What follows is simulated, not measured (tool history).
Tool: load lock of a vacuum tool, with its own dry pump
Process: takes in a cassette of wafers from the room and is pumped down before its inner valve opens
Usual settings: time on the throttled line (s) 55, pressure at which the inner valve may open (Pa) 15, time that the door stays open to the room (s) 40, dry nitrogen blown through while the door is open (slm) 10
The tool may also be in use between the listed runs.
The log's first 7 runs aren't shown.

| run | day | time on the throttled line (s) | pressure at which the inner valve may open (Pa) | time that the door stays open to the room (s) | dry nitrogen blown through while the door is open (slm) | hours that the pump has run since its overhaul | times that the door has closed on its seal | incoming humidity of the room's air, % | time from the closed door until the inner valve may open (s) | rise of the pressure with all valves shut (Pa/min) |
|---|---|---|---|---|---|---|---|---|---|---|
| 8 | 51.279 | 55 | 15 | 40 | 10 | 14160 | 14802 | 40.8 | 114.2 | 0.021 |
| 9 | 58.583 | 55 | 15 | 40 | 10 | 14335 | 15117 | 42.4 | 114.9 | 0.019 |
|  | 61.488 | dry pump taken out, an overhauled one fitted |
| 10 | 68.683 | 38 | 15 | 40 | 10 | 173 | 15541 | 49.0 | 100.4 | 0.021 |
| 11 | 75.154 | 55 | 15 | 40 | 10 | 328 | 15819 | 43.5 | 113.3 | 0.020 |
| 12 | 84.746 | 55 | 15 | 40 | 10 | 558 | 16232 | 44.2 | 114.5 | 0.022 |
| 13 | 90.025 | 55 | 15 | 40 | 10 | 685 | 16460 | 41.1 | 112.9 | 0.017 |
| 14 | 94.338 | 55 | 15 | 40 | 43 | 788 | 16645 | 45.9 | 114.3 | 0.012 |
| 15 | 104.150 | 55 | 15 | 40 | 43 | 1024 | 17068 | 44.0 | 114.2 | 0.016 |
| 16 | 113.971 | 55 | 15 | 40 | 8 | 1260 | 17491 | 47.8 | 114.5 | 0.019 |
| 17 | 118.267 | 30 | 16 | 28 | 10 | 1363 | 17676 | 45.1 | 94.0 | 0.021 |
| 18 | 128.288 | 55 | 11 | 90 | 32 | 1603 | 18107 | 46.5 | 115.8 | 0.018 |
| 19 | 135.092 | 43 | 15 | 90 | 32 | 1766 | 18400 | 44.1 | 105.4 | 0.023 |
| 20 | 142.283 | 43 | 15 | 90 | 32 | 1939 | 18709 | 44.0 | 104.9 | 0.017 |
| 21 | 151.158 | 102 | 15 | 40 | 10 | 2152 | 19092 | 49.3 | 151.0 | 0.021 |
| 22 | 156.133 | 102 | 15 | 40 | 10 | 2271 | 19306 | 43.3 | 147.6 | 0.022 |
| 23 | 164.488 | 55 | 22 | 231 | 10 | 2472 | 19665 | 47.7 | 109.7 | 0.047 |

What does the tool deliver on the next run?
| 24 | 170.817 | 55 | 22 | 231 | 10 | 2624 | 19938 | 43.1 | ? | ? |

time from the closed door until the inner valve may open (s): 111.6
rise of the pressure with all valves shut (Pa/min): 0.040
Take away the tool's hidden state, keep the run-to-run variation as it was, and the same run would have given time from the closed door until the inner valve may open (s) 111.5, rise of the pressure with all valves shut (Pa/min) 0.039.
